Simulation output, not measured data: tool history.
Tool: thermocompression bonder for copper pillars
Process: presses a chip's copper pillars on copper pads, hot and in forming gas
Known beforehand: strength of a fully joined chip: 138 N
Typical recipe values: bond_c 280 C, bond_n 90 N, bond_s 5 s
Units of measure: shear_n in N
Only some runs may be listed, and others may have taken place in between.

run 1 hour=0 | bond_c=280 bond_n=90 bond_s=5 | shear_n=84.4
run 2 hour=7.8 | bond_c=280 bond_n=101 bond_s=5 | shear_n=94.2
run 3 hour=17.8 | bond_c=280 bond_n=90 bond_s=5 | shear_n=84.9
run 4 hour=27.9 | bond_c=280 bond_n=90 bond_s=5 | shear_n=86.8
run 5 hour=38 | bond_c=280 bond_n=90 bond_s=5 | shear_n=83.3
run 6 hour=45.7 | bond_c=280 bond_n=90 bond_s=5 | shear_n=84.1
run 7 hour=57.3 | bond_c=280 bond_n=90 bond_s=10 | shear_n=102.6
run 8 hour=65.5 | bond_c=280 bond_n=87 bond_s=5 | shear_n=82.2
run 9 hour=73.2 | bond_c=280 bond_n=90 bond_s=5 | shear_n=82.8
-- hour=79.7 forming gas filter changed
run 10 hour=87.7 | bond_c=280 bond_n=90 bond_s=5 | shear_n=90.2
run 11 hour=94.4 | bond_c=280 bond_n=90 bond_s=5 | shear_n=87.4
run 12 hour=102 | bond_c=280 bond_n=90 bond_s=5 | shear_n=88.5
run 13 hour=114.1 | bond_c=280 bond_n=90 bond_s=5 | shear_n=86.7
run 14 hour=124.2 | bond_c=280 bond_n=90 bond_s=5 | shear_n=85.8
run 15 hour=137.6 | bond_c=280 bond_n=90 bond_s=5 | shear_n=88.2
run 16 hour=148.3 | bond_c=280 bond_n=90 bond_s=5 | shear_n=85.8
run 17 hour=159.7 | bond_c=280 bond_n=90 bond_s=5 | shear_n=86.2
run 18 hour=173.7 | bond_c=280 bond_n=90 bond_s=5 | shear_n=85.4
run 19 hour=183.5 | bond_c=280 bond_n=86 bond_s=4 | shear_n=77.6
run 20 hour=197.9 | bond_c=284 bond_n=120 bond_s=6 | shear_n=110.4
run 21 hour=208.7 | bond_c=284 bond_n=120 bond_s=6 | shear_n=110.8
run 22 hour=220.6 | bond_c=288 bond_n=55 bond_s=5 | shear_n=54.8
run 23 hour=234.9 | bond_c=292 bond_n=79 bond_s=4 | shear_n=75.4
run 24 hour=249.5 | bond_c=280 bond_n=90 bond_s=7 | shear_n=89.4
run 25 hour=263.8 | bond_c=269 bond_n=90 bond_s=11 | shear_n=92.8
run 26 hour=272.4 | bond_c=280 bond_n=90 bond_s=5 | shear_n=84.3
run 27 hour=284.6 | bond_c=271 bond_n=90 bond_s=5 | shear_n=79.5
run 28 hour=297.3 | bond_c=290 bond_n=74 bond_s=3 | shear_n=62
run 29 hour=307.8 | bond_c=264 bond_n=57 bond_s=11 | shear_n=59.5
-- hour=312.3 forming gas filter changed
run 30 hour=319.3 | bond_c=280 bond_n=90 bond_s=7 | shear_n=94.5
run 31 hour=328.9 | bond_c=280 bond_n=90 bond_s=4 | shear_n=79.6
run 32 hour=339.8 | bond_c=280 bond_n=90 bond_s=4 | shear_n=79.9
run 33 hour=351.6 | bond_c=280 bond_n=90 bond_s=4 | shear_n=80.1
run 34 hour=364.3 | bond_c=298 bond_n=90 bond_s=12 | shear_n=114.1
run 35 hour=376.7 | bond_c=298 bond_n=90 bond_s=12 | shear_n=115.3
run 36 hour=387.6 | bond_c=252 bond_n=89 bond_s=4 | shear_n=59.8

How would selected steps in shear_n from run to run divide? Give the signed amount a tool lacking its hidden state would still show from settings, what came in and random variation, and the signed amount left for the hidden state, including any gauge scatter that is not in both of the compared results.
What the log doesn't record here: true temperature of the bond over the reading, C; force that reaches the chip, % of what is set; oxide that the forming gas leaves, % of the face; drift of the gauge itself on shear_n, %.
Run 9 -> 10: forming gas filter changed. shear_n +7.4 N: hidden state +4.1, all else +3.3.
Run 21 -> 22: bond_c 284 -> 288, bond_n 120 -> 55, bond_s 6 -> 5. shear_n -56 N: hidden state +0.5, all else -56.5.
Run 29 -> 30: bond_c 264 -> 280, bond_n 57 -> 90, bond_s 11 -> 7, forming gas filter changed. shear_n +35 N: hidden state +2.8, all else +32.2.
Run 35 -> 36: bond_c 298 -> 252, bond_n 90 -> 89, bond_s 12 -> 4. shear_n -55.5 N: hidden state -2.7, all else -52.8.

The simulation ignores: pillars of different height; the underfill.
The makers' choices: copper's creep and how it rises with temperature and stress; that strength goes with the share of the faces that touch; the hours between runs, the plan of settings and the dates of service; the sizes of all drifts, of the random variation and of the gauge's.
